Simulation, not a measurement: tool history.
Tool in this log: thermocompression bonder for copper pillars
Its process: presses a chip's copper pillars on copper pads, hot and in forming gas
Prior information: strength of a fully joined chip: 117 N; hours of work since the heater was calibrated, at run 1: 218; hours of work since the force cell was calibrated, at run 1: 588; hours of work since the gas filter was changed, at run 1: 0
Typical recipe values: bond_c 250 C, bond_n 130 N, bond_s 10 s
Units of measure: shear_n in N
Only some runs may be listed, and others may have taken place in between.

run,hour,bond_c,bond_n,bond_s,hours of work since the heater was calibrated,hours of work since the force cell was calibrated,hours of work since the gas filter was changed,shear_n
1,0,250,130,10,218,588,0,43.6
2,49.5,250,130,10,251,622,34,42.7
3,89.6,250,130,10,279,649,61,43.7
4,151,250,130,10,320,691,103,43.5
# hour 180.8: forming gas filter changed
5,200.6,250,126,10,354,725,14,42.7
6,227.6,250,126,10,372,743,32,42.9
7,289.4,226,130,10,414,785,74,33.5
8,316.6,250,130,10,433,804,92,43.3
# hour 359.4: forming gas filter changed
9,359.4,250,130,10,462,832,0,43.6
10,404.8,250,130,10,492,863,31,44.4
11,459.1,236,130,10,529,900,68,37.5
12,503.1,236,130,10,559,930,98,37.1
# hour 541.2: forming gas filter changed
13,547.4,250,130,10,589,960,4,43
14,598.2,250,130,10,624,995,39,43.1
15,637.3,250,130,6,650,1021,65,35.2
16,675.8,232,130,6,677,1048,92,28.6
17,714.6,232,130,6,703,1074,118,28.5
# hour 720.6: forming gas filter changed
18,762.6,257,84,10,735,1106,29,33.9
19,805.2,267,102,14,764,1135,58,47.7
20,853.3,267,102,14,797,1168,90,48
# hour 901.4: forming gas filter changed
21,913.3,267,102,14,838,1209,8,48.5
# hour 937.2: force cell calibrated
22,962.5,252,124,5,870,17,41,31.6
23,1001.3,247,130,25,896,44,67,59.2
24,1059.7,250,130,6,936,83,107,34.6
# hour 1081.8: forming gas filter changed
25,1100.5,247,107,10,964,111,13,36.9
26,1135.5,247,93,27,988,135,37,47.4
27,1190.4,247,93,27,1025,172,74,47.6

Alternative continuations, all from the tool just after run 27; predict every row:
A,1233,247,102,27,1054,201,103,?
B,1233,262,87,8,1054,201,103,?
C,1233,231,137,6,1054,201,103,?

run,shear_n
A,51.4
B,32.2
C,28.6
Had the tool no hidden state, the same runs would have come out as:
run,shear_n
A,51.8
B,32.4
C,28.8

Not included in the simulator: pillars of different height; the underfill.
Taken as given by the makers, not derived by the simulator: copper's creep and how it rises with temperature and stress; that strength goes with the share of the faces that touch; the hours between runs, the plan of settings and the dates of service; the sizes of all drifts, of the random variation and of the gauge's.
